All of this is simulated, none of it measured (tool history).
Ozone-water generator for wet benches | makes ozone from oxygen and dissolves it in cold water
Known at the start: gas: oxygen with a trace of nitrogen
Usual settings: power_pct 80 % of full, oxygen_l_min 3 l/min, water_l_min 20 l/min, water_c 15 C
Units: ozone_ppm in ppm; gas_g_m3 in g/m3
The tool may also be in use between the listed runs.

run,hour,power_pct,oxygen_l_min,water_l_min,water_c,ozone_ppm,gas_g_m3
1,0,80,3,20,15,22.3,246.2
2,63.7,84,3,20,15,23.1,260.2
3,140.7,80,2.71,20,15,21.9,260.6
4,215.3,72,3,20,15,20.4,226.2
5,258.5,80,3,20,15,22.5,246
6,362.2,80,3,20,15,22.3,246.5
# hour 399.5: contactor cleaned
7,451.9,80,3,20,15,22.5,246.4
8,525.4,80,3,20,20,21.3,246.8
9,585.9,80,3,20,15,22.4,245.1
10,675.2,80,3,20,9,23.6,245.4
11,743.3,80,3,20,9,23.5,244.4
12,804.8,80,3,20,9,23.5,245.9
13,893.5,80,3,20,15,22.3,244.2
14,951.2,80,3,20,15,22.7,242.3
15,1018.8,80,3,21,15,21.7,244.1
16,1082.6,80,3,21,15,21.6,244
17,1144.5,80,3,18,15,24.4,242.1
18,1217.7,44,3.26,20,8,14.8,139.6
19,1307.7,47,3,14,15,18.7,153.8
20,1395,47,3,14,15,18.6,153
21,1472.4,80,5.2,18,10,27.2,177.9
22,1553.9,80,3,15,11,29.3,240
# hour 1563.6: gauge calibrated
23,1632.5,80,3,15,11,29.4,245.9
24,1688.9,80,2.6,20,15,21.7,269.8
25,1741.7,80,2.6,31,20,14.2,266.4
26,1818.8,41,2.93,29,10,9.6,141.5
27,1902.8,41,2.93,29,10,9.6,140.5
28,1986.4,65,2.93,29,19,13,208.6
29,2032.9,42,2.93,18,12,14.3,143.6
30,2114.8,42,1.55,20,18,11.2,204.9
31,2187.9,77,3.02,20,9,22.8,238.5
32,2260.3,42,2.11,20,9,12.7,172.6
33,2307.8,80,4.99,18,22,22.8,186.6
34,2408.3,80,4.99,18,22,22.7,185

The same runs without the tool's hidden state, with the same run-to-run variation:
The hidden state here: yield of the discharge, % of new electrodes'; contactor's efficiency, % of a clean one's; true water temperature over the reading, C; drift of the gauge itself on ozone_ppm, %; drift of the gauge itself on gas_g_m3, %.
run,gas_g_m3
1,246.2
2,260.5
3,261.3
4,227.1
5,247.2
6,248.2
7,248.4
8,249.1
9,247.7
10,248.4
11,247.7
12,249.5
13,248.2
14,246.5
15,248.6
16,248.8
17,247.1
18,142.7
19,157.4
20,156.9
21,182.7
22,246.9
23,246.3
24,270.6
25,267.4
26,142.1
27,141.4
28,210.3
29,144.8
30,207
31,241.3
32,174.8
33,189.2
34,187.9
ozone_ppm: within 0.1 ppm of the measured result in every run.
